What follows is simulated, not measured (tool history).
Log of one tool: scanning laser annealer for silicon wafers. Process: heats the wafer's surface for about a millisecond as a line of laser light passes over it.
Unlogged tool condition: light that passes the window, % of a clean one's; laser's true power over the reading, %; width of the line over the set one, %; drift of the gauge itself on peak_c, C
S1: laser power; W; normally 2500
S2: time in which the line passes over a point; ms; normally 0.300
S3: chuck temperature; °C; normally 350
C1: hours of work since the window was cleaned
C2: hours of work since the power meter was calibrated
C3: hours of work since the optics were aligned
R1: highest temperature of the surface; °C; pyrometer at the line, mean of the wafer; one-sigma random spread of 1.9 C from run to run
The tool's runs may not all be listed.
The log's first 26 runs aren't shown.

{"run": 27, "hour": 476.9, "S1": 2340, "S2": 0.291, "S3": 313, "C1": 375, "C2": 762, "C3": 1580, "R1": 1066}
{"run": 28, "hour": 502.8, "S1": 2340, "S2": 0.291, "S3": 313, "C1": 392, "C2": 778, "C3": 1596, "R1": 1068}
{"run": 29, "hour": 527.9, "S1": 2745, "S2": 0.336, "S3": 350, "C1": 407, "C2": 793, "C3": 1611, "R1": 1288}
{"run": 30, "hour": 552.0, "S1": 2745, "S2": 0.336, "S3": 350, "C1": 422, "C2": 808, "C3": 1626, "R1": 1285}
{"run": 31, "hour": 570.1, "S1": 2145, "S2": 0.373, "S3": 365, "C1": 433, "C2": 820, "C3": 1638, "R1": 1136}
{"run": 32, "hour": 584.0, "S1": 2131, "S2": 0.294, "S3": 365, "C1": 442, "C2": 828, "C3": 1646, "R1": 1050}
{"run": 33, "hour": 602.3, "S1": 2467, "S2": 0.305, "S3": 316, "C1": 453, "C2": 840, "C3": 1658, "R1": 1122}
{"run": 34, "hour": 613.6, "S1": 2498, "S2": 0.305, "S3": 316, "C1": 460, "C2": 847, "C3": 1665, "R1": 1130}
{"run": 35, "hour": 626.4, "S1": 2681, "S2": 0.293, "S3": 376, "C1": 468, "C2": 855, "C3": 1672, "R1": 1237}
{"run": 36, "hour": 640.6, "S1": 2442, "S2": 0.336, "S3": 343, "C1": 477, "C2": 863, "C3": 1681, "R1": 1177}
{"run": 37, "hour": 661.9, "S1": 2500, "S2": 0.246, "S3": 389, "C1": 490, "C2": 877, "C3": 1695, "R1": 1132}
{"run": 38, "hour": 678.6, "S1": 2131, "S2": 0.3, "S3": 350, "C1": 501, "C2": 887, "C3": 1705, "R1": 1041}

Expected results for the next run?
{"run": 39, "hour": 691.9, "S1": 2500, "S2": 0.3, "S3": 331, "C1": 509, "C2": 895, "C3": 1713, "R1": "?"}

{"run 39": {"R1": 1140}}
On a tool with no hidden condition, and with the same random variation, this run would have come out at R1 1165 °C.
